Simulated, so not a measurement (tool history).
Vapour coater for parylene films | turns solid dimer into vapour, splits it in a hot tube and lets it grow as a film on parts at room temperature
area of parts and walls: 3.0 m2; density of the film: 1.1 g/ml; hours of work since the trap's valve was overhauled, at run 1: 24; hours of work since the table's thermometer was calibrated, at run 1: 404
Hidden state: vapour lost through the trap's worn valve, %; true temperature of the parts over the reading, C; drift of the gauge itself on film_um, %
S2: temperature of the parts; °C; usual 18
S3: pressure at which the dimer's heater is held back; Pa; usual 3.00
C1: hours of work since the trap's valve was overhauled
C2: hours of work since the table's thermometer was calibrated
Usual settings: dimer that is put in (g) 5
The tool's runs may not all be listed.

run 1 hour=0.0 | dimer_that_is_put_in_(g)=5 S2=18 S3=3.00 | C1=24 C2=404 | thickness_of_the_film_(nm)=950
run 2 hour=17.5 | dimer_that_is_put_in_(g)=5 S2=30 S3=3.00 | C1=36 C2=416 | thickness_of_the_film_(nm)=765
run 3 hour=25.3 | dimer_that_is_put_in_(g)=5 S2=30 S3=3.00 | C1=42 C2=421 | thickness_of_the_film_(nm)=759
run 4 hour=35.5 | dimer_that_is_put_in_(g)=5 S2=11 S3=3.00 | C1=49 C2=428 | thickness_of_the_film_(nm)=1066
run 5 hour=44.1 | dimer_that_is_put_in_(g)=5 S2=11 S3=3.00 | C1=55 C2=434 | thickness_of_the_film_(nm)=1068
run 6 hour=57.0 | dimer_that_is_put_in_(g)=5 S2=11 S3=3.00 | C1=64 C2=443 | thickness_of_the_film_(nm)=1056
run 7 hour=67.4 | dimer_that_is_put_in_(g)=5 S2=11 S3=3.00 | C1=71 C2=451 | thickness_of_the_film_(nm)=1045
run 8 hour=75.3 | dimer_that_is_put_in_(g)=5 S2=11 S3=3.00 | C1=76 C2=456 | thickness_of_the_film_(nm)=1037
run 9 hour=92.0 | dimer_that_is_put_in_(g)=5 S2=18 S3=11.34 | C1=88 C2=468 | thickness_of_the_film_(nm)=733
run 10 hour=103.0 | dimer_that_is_put_in_(g)=5 S2=18 S3=11.34 | C1=96 C2=475 | thickness_of_the_film_(nm)=715
run 11 hour=115.0 | dimer_that_is_put_in_(g)=5 S2=18 S3=3.00 | C1=104 C2=484 | thickness_of_the_film_(nm)=914
run 12 hour=126.9 | dimer_that_is_put_in_(g)=5 S2=18 S3=3.00 | C1=112 C2=492 | thickness_of_the_film_(nm)=913
run 13 hour=137.6 | dimer_that_is_put_in_(g)=5 S2=18 S3=3.00 | C1=120 C2=499 | thickness_of_the_film_(nm)=902
run 14 hour=154.9 | dimer_that_is_put_in_(g)=5 S2=18 S3=4.95 | C1=132 C2=511 | thickness_of_the_film_(nm)=825
run 15 hour=168.6 | dimer_that_is_put_in_(g)=5 S2=18 S3=4.95 | C1=141 C2=521 | thickness_of_the_film_(nm)=809
run 16 hour=178.9 | dimer_that_is_put_in_(g)=5 S2=18 S3=4.95 | C1=148 C2=528 | thickness_of_the_film_(nm)=811
run 17 hour=195.4 | dimer_that_is_put_in_(g)=5 S2=18 S3=4.95 | C1=160 C2=539 | thickness_of_the_film_(nm)=803
run 18 hour=203.3 | dimer_that_is_put_in_(g)=5 S2=18 S3=3.03 | C1=165 C2=545 | thickness_of_the_film_(nm)=882
run 19 hour=219.9 | dimer_that_is_put_in_(g)=5 S2=18 S3=3.03 | C1=177 C2=556 | thickness_of_the_film_(nm)=866
run 20 hour=228.1 | dimer_that_is_put_in_(g)=5 S2=18 S3=3.03 | C1=182 C2=562 | thickness_of_the_film_(nm)=877
run 21 hour=237.9 | dimer_that_is_put_in_(g)=5 S2=18 S3=3.00 | C1=189 C2=569 | thickness_of_the_film_(nm)=875
run 22 hour=252.4 | dimer_that_is_put_in_(g)=5 S2=18 S3=3.00 | C1=199 C2=579 | thickness_of_the_film_(nm)=851
run 23 hour=270.6 | dimer_that_is_put_in_(g)=5 S2=13 S3=5.22 | C1=212 C2=591 | thickness_of_the_film_(nm)=854
run 24 hour=278.1 | dimer_that_is_put_in_(g)=5 S2=13 S3=5.22 | C1=217 C2=596 | thickness_of_the_film_(nm)=850
run 25 hour=292.8 | dimer_that_is_put_in_(g)=5 S2=23 S3=4.04 | C1=227 C2=607 | thickness_of_the_film_(nm)=729
-- hour=302.2 trap's valve overhauled
run 26 hour=306.6 | dimer_that_is_put_in_(g)=5 S2=18 S3=2.96 | C1=3 C2=613 | thickness_of_the_film_(nm)=985
run 27 hour=318.2 | dimer_that_is_put_in_(g)=3 S2=19 S3=3.00 | C1=11 C2=621 | thickness_of_the_film_(nm)=563
run 28 hour=332.0 | dimer_that_is_put_in_(g)=3 S2=19 S3=3.00 | C1=21 C2=631 | thickness_of_the_film_(nm)=565
run 29 hour=343.6 | dimer_that_is_put_in_(g)=3 S2=19 S3=3.00 | C1=29 C2=639 | thickness_of_the_film_(nm)=570
run 30 hour=359.2 | dimer_that_is_put_in_(g)=8 S2=18 S3=3.08 | C1=39 C2=650 | thickness_of_the_film_(nm)=1500
run 31 hour=369.6 | dimer_that_is_put_in_(g)=8 S2=18 S3=3.08 | C1=47 C2=657 | thickness_of_the_film_(nm)=1499
run 32 hour=382.0 | dimer_that_is_put_in_(g)=8 S2=18 S3=3.08 | C1=55 C2=665 | thickness_of_the_film_(nm)=1505
run 33 hour=398.9 | dimer_that_is_put_in_(g)=8 S2=18 S3=3.08 | C1=67 C2=677 | thickness_of_the_film_(nm)=1492
run 34 hour=412.9 | dimer_that_is_put_in_(g)=5 S2=13 S3=3.00 | C1=77 C2=687 | thickness_of_the_film_(nm)=1026
run 35 hour=423.7 | dimer_that_is_put_in_(g)=5 S2=13 S3=3.00 | C1=84 C2=694 | thickness_of_the_film_(nm)=1017
run 36 hour=433.5 | dimer_that_is_put_in_(g)=7 S2=18 S3=3.05 | C1=91 C2=701 | thickness_of_the_film_(nm)=1290
run 37 hour=446.7 | dimer_that_is_put_in_(g)=7 S2=26 S3=5.88 | C1=100 C2=710 | thickness_of_the_film_(nm)=996
run 38 hour=457.3 | dimer_that_is_put_in_(g)=7 S2=26 S3=5.88 | C1=107 C2=718 | thickness_of_the_film_(nm)=988
run 39 hour=469.6 | dimer_that_is_put_in_(g)=2 S2=18 S3=2.07 | C1=116 C2=726 | thickness_of_the_film_(nm)=390
run 40 hour=485.7 | dimer_that_is_put_in_(g)=2 S2=18 S3=2.07 | C1=127 C2=737 | thickness_of_the_film_(nm)=374
run 41 hour=499.4 | dimer_that_is_put_in_(g)=5 S2=18 S3=2.01 | C1=136 C2=747 | thickness_of_the_film_(nm)=968
run 42 hour=509.7 | dimer_that_is_put_in_(g)=8 S2=20 S3=4.57 | C1=144 C2=754 | thickness_of_the_film_(nm)=1294
run 43 hour=527.7 | dimer_that_is_put_in_(g)=3 S2=18 S3=3.13 | C1=156 C2=766 | thickness_of_the_film_(nm)=527
run 44 hour=536.1 | dimer_that_is_put_in_(g)=3 S2=18 S3=3.76 | C1=162 C2=772 | thickness_of_the_film_(nm)=511

Forecast each of these 5 alternatives for the next run:
run A hour=554.5 | dimer_that_is_put_in_(g)=3 S2=12 S3=4.67 | C1=175 C2=785 | thickness_of_the_film_(nm)=?
run B hour=554.5 | dimer_that_is_put_in_(g)=2 S2=18 S3=3.00 | C1=175 C2=785 | thickness_of_the_film_(nm)=?
run C hour=554.5 | dimer_that_is_put_in_(g)=3 S2=18 S3=3.48 | C1=175 C2=785 | thickness_of_the_film_(nm)=?
run D hour=554.5 | dimer_that_is_put_in_(g)=3 S2=11 S3=5.63 | C1=175 C2=785 | thickness_of_the_film_(nm)=?
run E hour=554.5 | dimer_that_is_put_in_(g)=5 S2=18 S3=4.52 | C1=175 C2=785 | thickness_of_the_film_(nm)=?

run=A thickness_of_the_film_(nm)=547
run=B thickness_of_the_film_(nm)=357
run=C thickness_of_the_film_(nm)=513
run=D thickness_of_the_film_(nm)=539
run=E thickness_of_the_film_(nm)=817
Without the tool's hidden state the same runs would have given:
run=A thickness_of_the_film_(nm)=597
run=B thickness_of_the_film_(nm)=389
run=C thickness_of_the_film_(nm)=560
run=D thickness_of_the_film_(nm)=588
run=E thickness_of_the_film_(nm)=893
